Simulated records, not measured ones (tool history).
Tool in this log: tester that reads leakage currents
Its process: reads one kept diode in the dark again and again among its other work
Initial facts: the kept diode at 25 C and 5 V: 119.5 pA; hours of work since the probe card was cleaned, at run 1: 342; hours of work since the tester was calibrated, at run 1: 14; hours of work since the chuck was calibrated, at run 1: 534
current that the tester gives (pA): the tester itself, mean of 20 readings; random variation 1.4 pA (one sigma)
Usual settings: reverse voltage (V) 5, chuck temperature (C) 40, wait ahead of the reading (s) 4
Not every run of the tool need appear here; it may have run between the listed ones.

run      day  reverse voltage (V)  chuck temperature (C)  wait ahead of the reading (s)  hours of work since the probe card was cleaned  hours of work since the tester was calibrated  hours of work since the chuck was calibrated  current that the tester gives (pA)
  1        0                    5                     40                              4                                             342                                             14                                           534                              425.03
  2    8.088                    5                     45                              4                                             453                                            126                                           645                              639.62
  3   15.208                    5                     40                           1.01                                             551                                            223                                           743                              412.07
      17.379  -- chuck's temperature calibrated
  4   21.596                 3.42                     40                           1.01                                             638                                            310                                            58                              384.56
  5   27.429                    5                     40                              4                                             718                                            390                                           138                              455.67
  6   35.571                    5                     40                              4                                             830                                            502                                           250                              447.53
  7   43.167                    5                     40                              4                                             934                                            606                                           354                              436.04
  8   49.671                    5                     40                           2.11                                            1023                                            696                                           444                              432.12
  9   60.196                 7.87                     40                              4                                            1168                                            841                                           588                              531.57
 10   72.421                 7.87                     40                              4                                            1336                                           1009                                           756                              516.26
      73.346  -- chuck's temperature calibrated
 11   81.612                 6.71                     40                              4                                            1461                                           1134                                           114                              534.39
 12   91.525                  1.9                     40                              4                                            1598                                           1270                                           250                               275.9
 13  101.029                    5                     25                              4                                            1728                                           1401                                           380                              116.68
 14  108.292                 17.5                     25                              4                                            1828                                           1500                                           480                              227.66
 15  117.533                 3.57                     40                           4.88                                            1955                                           1627                                           607                              352.86
      118.75  -- tester calibrated
 16  123.575                 1.14                     22                           5.53                                            2037                                             66                                           689                                38.5
     129.479  -- chuck's temperature calibrated
 17  133.546                 2.68                     47                           3.54                                            2173                                            202                                            56                               617.8
 18  138.646                 2.68                     47                           3.54                                            2243                                            272                                           126                              605.91
     141.242  -- tester calibrated, once more
     144.771  -- probe card cleaned and baked
 19   150.05                  1.9                     43                           4.15                                              73                                            119                                           280                              355.46
 20  160.654                 3.23                     43                           4.15                                             218                                            265                                           426                              450.28
 21  169.767                 3.23                     43                           4.15                                             344                                            390                                           551                              442.06
 22  175.262                 1.04                     25                           2.93                                             419                                            466                                           626                               48.36
     185.588  -- chuck's temperature calibrated
 23  186.121                 3.08                     21                           0.32                                             567                                            614                                             7                               66.14
 24  197.333                 3.08                     21                           0.32                                             721                                            768                                           161                               64.55
 25  203.117                 2.11                     32                           1.28                                             801                                            847                                           241                              144.74
 26  215.042                 1.27                     20                           4.46                                             965                                           1011                                           405                               35.44
 27  222.775                 1.27                     20                           4.46                                            1071                                           1118                                           511                                34.5
 28  231.008                 1.01                     40                           2.18                                            1184                                           1231                                           624                              188.51

3 options for the next run, each taken on its own from the tool as it stands now. Forecast them:
     242.012  -- chuck's temperature calibrated
  A  242.996                 1.01                     53                           1.94                                            1348                                           1394                                            14                                   ?
     242.012  -- chuck's temperature calibrated
  B  242.996                    5                     33                              4                                            1348                                           1394                                            14                                   ?
     242.012  -- chuck's temperature calibrated
  C  242.996                 4.21                     53                           5.22                                            1348                                           1394                                            14                                   ?

run  current that the tester gives (pA)
  A                               611.3
  B                              252.81
  C                             1246.45
Stripped of hidden state, with their random variation kept, the same runs would have yielded:
run  current that the tester gives (pA)
  A                              622.69
  B                              252.22
  C                             1266.94
